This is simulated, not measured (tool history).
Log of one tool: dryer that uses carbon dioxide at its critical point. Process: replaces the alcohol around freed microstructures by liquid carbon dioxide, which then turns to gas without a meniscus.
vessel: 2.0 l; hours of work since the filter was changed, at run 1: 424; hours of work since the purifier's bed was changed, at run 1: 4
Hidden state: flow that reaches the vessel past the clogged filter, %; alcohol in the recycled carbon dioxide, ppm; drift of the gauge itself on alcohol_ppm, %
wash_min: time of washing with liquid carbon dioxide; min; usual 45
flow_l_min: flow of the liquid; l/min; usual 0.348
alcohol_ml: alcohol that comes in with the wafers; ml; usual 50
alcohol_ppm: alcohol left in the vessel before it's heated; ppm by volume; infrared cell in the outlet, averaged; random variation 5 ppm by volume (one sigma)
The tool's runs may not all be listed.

run	day	wash_min	flow_l_min	alcohol_ml	hours of work since the filter was changed	hours of work since the purifier's bed was changed	alcohol_ppm
1	0	45	0.348	50	424	4	77
2	0.275	45	0.348	21	428	8	38
3	0.679	45	0.348	50	434	14	85
4	1.042	45	0.539	50	439	19	10
5	1.292	45	0.42	50	443	23	31
6	1.592	45	0.42	50	447	28	34
7	1.904	45	0.42	50	452	32	31
8	2.104	27	0.347	33	455	35	515
9	2.367	35	0.3	52	459	39	541
10	2.717	59	0.391	43	464	44	16
11	2.938	59	0.391	43	467	47	23
# day 3.254: inlet filter changed
12	3.254	59	0.391	43	0	51	5

Hidden state at the last listed run before each entry between runs and at the first one after, where it differs:
Between runs 11 and 12: inlet filter changed (day 3.254)
  flow that reaches the vessel past the clogged filter, %: 87.9 -> 99.9; alcohol in the recycled carbon dioxide, ppm: 8 -> 8.3
  measured less the result without the state, alcohol_ppm: +6 -> +3 ppm by volume

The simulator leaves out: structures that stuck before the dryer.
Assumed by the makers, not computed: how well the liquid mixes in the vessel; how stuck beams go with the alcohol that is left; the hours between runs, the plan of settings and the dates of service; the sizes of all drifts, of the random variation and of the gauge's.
